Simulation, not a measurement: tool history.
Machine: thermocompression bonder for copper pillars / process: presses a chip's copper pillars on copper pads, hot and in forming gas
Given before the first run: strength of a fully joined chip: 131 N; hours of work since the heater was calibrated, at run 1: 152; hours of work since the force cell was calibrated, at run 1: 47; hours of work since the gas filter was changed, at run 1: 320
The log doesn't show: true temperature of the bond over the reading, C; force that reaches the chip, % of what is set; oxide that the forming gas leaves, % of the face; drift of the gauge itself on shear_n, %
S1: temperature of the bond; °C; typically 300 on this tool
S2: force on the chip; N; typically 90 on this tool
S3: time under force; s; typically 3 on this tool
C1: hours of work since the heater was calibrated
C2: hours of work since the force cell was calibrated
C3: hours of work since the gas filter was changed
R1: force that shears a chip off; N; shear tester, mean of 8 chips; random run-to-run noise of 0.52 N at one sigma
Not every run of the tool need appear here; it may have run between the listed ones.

run	hour	S1	S2	S3	C1	C2	C3	R1
1	0	300	90	3	152	47	320	64.3
2	5.3	300	90	3	156	51	324	63.3
3	15	300	90	3	163	58	331	63.9
4	20.1	300	90	3	166	61	334	63.9
5	26.4	300	92	3	171	65	339	64.7
6	31.3	300	130	3	174	69	342	83.4
7	41.5	300	90	3	181	76	349	63.2
8	50.4	300	90	3	187	82	355	65.2
9	60.7	300	90	3	194	89	362	63.3
10	69.7	300	90	3	200	95	369	62.9
11	79	300	90	3	207	102	375	63.9
# hour 81.5: force cell calibrated
12	91.9	300	90	3	215	7	383	63.6
13	100.6	313	90	3	221	13	389	72.5
# hour 104.7: force cell calibrated, once more
14	112.6	313	90	3	228	5	396	72.6
# hour 115.4: forming gas filter changed
15	123.6	282	60	2	235	13	6	30.9
16	132.7	282	60	5	242	19	12	45.5
17	142.6	282	129	6	248	26	19	90.6
18	153.3	300	90	2	256	33	26	57.8
19	163.8	312	113	3	263	40	33	87.1
20	170.7	324	90	8	268	45	38	105.6
21	176.6	324	90	8	272	49	42	105.2
22	186.8	276	76	6	279	56	49	57.4
23	192.7	287	101	6	283	60	53	80.5
24	200.5	299	101	6	288	66	59	88.1
25	209.1	300	90	2	294	72	65	57.4
26	217.4	300	90	2	300	77	70	57.8
27	225.7	300	90	2	306	83	76	57.2
28	232.8	300	59	4	311	88	81	51.4

Hidden state at the last listed run before each entry between runs and at the first one after, where it differs:
After run 11, before run 12: force cell calibrated (hour 81.5)
  true temperature of the bond over the reading, C: 1.7 -> 1.8; force that reaches the chip, % of what is set: 99.7 -> 99.6; oxide that the forming gas leaves, % of the face: 5 -> 5.09
  what was measured, less what the result would be without the hidden state, R1: -2 -> -2 N
After run 13, before run 14: force cell calibrated, once more (hour 104.7)
  true temperature of the bond over the reading, C: 1.8 -> 1.9; force that reaches the chip, % of what is set: 99.6 -> 99.7; oxide that the forming gas leaves, % of the face: 5.17 -> 5.25
  what was measured, less what the result would be without the hidden state, R1: -2.5 -> -2.5 N
After run 14, before run 15: forming gas filter changed (hour 115.4)
  true temperature of the bond over the reading, C: 1.9 -> 2; oxide that the forming gas leaves, % of the face: 5.25 -> 0.65
  what was measured, less what the result would be without the hidden state, R1: -2.5 -> +0.7 N

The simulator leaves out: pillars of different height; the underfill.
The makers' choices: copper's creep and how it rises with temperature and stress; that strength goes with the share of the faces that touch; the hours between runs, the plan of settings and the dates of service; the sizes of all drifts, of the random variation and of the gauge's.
